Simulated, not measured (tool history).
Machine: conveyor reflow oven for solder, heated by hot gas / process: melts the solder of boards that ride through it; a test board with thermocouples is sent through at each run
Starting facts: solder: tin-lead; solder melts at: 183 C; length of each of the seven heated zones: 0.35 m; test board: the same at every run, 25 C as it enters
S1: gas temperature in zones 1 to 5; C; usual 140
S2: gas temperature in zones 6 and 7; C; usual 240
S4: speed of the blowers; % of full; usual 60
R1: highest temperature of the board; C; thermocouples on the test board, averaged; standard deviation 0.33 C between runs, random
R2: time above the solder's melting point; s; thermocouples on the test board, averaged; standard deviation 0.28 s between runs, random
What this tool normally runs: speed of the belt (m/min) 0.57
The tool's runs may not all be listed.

Run 1, day 0: usual settings. Result: R1 221.2 C, R2 58.8 s.
Run 2, day 0.629: usual settings. Result: R1 221.4 C, R2 58.5 s.
Run 3, day 1.629: usual settings. Result: R1 221.4 C, R2 58.3 s.
Run 4, day 2.312: usual settings but speed of the belt (m/min) 0.501. Result: R1 225.5 C, R2 70.4 s.
Run 5, day 2.954: usual settings but speed of the belt (m/min) 0.501. Result: R1 225.8 C, R2 69.9 s.
Run 6, day 3.75: usual settings but speed of the belt (m/min) 0.501, S4 57 % of full. Result: R1 224.8 C, R2 69.2 s.
Run 7, day 4.583: usual settings but S4 62 % of full. Result: R1 221.4 C, R2 58.3 s.

Run 8, settings as shown, results not yet in. Your forecast:
Run 8, day 5.354: usual settings but S1 133 C, S2 229 C, speed of the belt (m/min) 0.55, S4 77 % of full. Result: R1 ?, R2 ?.

{"run 8": {"R1": 213.9, "R2": 53.6}}
Had the tool carried no hidden state, the very same run would have given R1 214.8 C, R2 54.5 s.
